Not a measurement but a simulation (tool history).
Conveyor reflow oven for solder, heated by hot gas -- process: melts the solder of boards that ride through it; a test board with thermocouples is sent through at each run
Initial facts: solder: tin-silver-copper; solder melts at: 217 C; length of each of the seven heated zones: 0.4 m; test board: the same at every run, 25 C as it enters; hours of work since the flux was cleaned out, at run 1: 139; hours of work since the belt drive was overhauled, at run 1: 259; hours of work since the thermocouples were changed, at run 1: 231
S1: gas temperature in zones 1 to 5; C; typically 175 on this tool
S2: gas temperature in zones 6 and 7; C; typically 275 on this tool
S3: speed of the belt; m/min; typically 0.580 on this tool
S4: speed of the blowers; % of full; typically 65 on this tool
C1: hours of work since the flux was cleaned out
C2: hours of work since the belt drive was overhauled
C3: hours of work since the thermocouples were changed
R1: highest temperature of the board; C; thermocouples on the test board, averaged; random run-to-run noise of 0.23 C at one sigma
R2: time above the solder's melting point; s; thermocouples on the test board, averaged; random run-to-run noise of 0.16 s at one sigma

run,hour,S1,S2,S3,S4,C1,C2,C3,R1,R2
1,0.0,175,275,0.580,65,139,259,231,256.9,65.6
2,10.9,175,275,0.580,65,145,265,236,257.6,65.9
3,32.3,175,275,0.580,65,155,275,247,256.8,65.6
4,48.9,175,275,0.580,65,163,283,255,257.0,65.8
5,62.1,175,275,0.580,80,169,289,261,260.3,68.5
6,76.8,175,275,0.580,65,176,296,268,256.9,65.5
7,93.2,175,275,0.580,65,184,304,276,256.6,65.8
8,104.8,175,283,0.580,65,190,310,281,263.7,70.1
9,126.4,175,283,0.580,65,200,320,292,264.0,70.1
10,138.0,169,275,0.580,65,206,325,297,255.9,62.7
11,156.6,169,275,0.580,65,214,334,306,255.6,62.6
12,175.2,169,275,0.580,65,223,343,315,255.2,62.5
13,186.0,169,275,0.580,65,229,348,320,255.6,62.6
# hour 192.3: flux residue cleaned out of gas plates and filters
14,208.9,175,275,0.487,65,8,357,329,262.0,83.7
15,224.5,175,289,0.580,65,15,365,336,269.2,73.3
16,235.2,175,289,0.580,65,21,370,342,269.3,73.2
17,253.5,189,275,0.649,65,29,378,350,256.3,63.4
18,269.0,189,275,0.649,65,37,386,358,256.2,63.2
19,280.7,175,275,0.580,84,42,391,363,261.0,69.9
20,300.8,172,272,0.490,74,52,401,373,261.1,81.8
21,309.8,172,272,0.482,74,56,405,377,260.8,83.5
22,320.7,172,275,0.640,74,62,411,382,255.3,57.9
23,338.3,175,290,0.514,51,70,419,391,270.1,83.7
24,352.5,162,275,0.528,81,77,426,398,261.7,72.8
25,372.9,164,288,0.533,57,87,436,407,267.4,74.6
26,384.2,164,288,0.533,57,92,441,413,267.2,74.6
27,401.9,164,288,0.533,57,100,450,421,267.5,74.6
28,412.0,164,288,0.533,57,105,454,426,267.1,74.8
29,430.7,187,275,0.670,65,114,463,435,254.5,59.1
30,447.0,188,275,0.670,65,122,471,443,254.3,59.7
31,461.7,188,279,0.580,65,129,478,450,262.5,74.8

Across each entry between runs, compare the hidden state at the last listed run before it with the hidden state at the first listed run after it:
Run 13 -> run 14: flux residue cleaned out of gas plates and filters (hour 192.3)
  heat that the gas passes to the board, % of a clean oven's: 97.2 -> 99.9; belt's true speed, % of the reading: 99.08 -> 99.06; true gas temperature in zones 6 and 7 over the reading, C: -0.57 -> -0.59
  measured minus no-state result, R1: -1.0 -> -0.3 C; R2: -0.2 -> +0.6 s
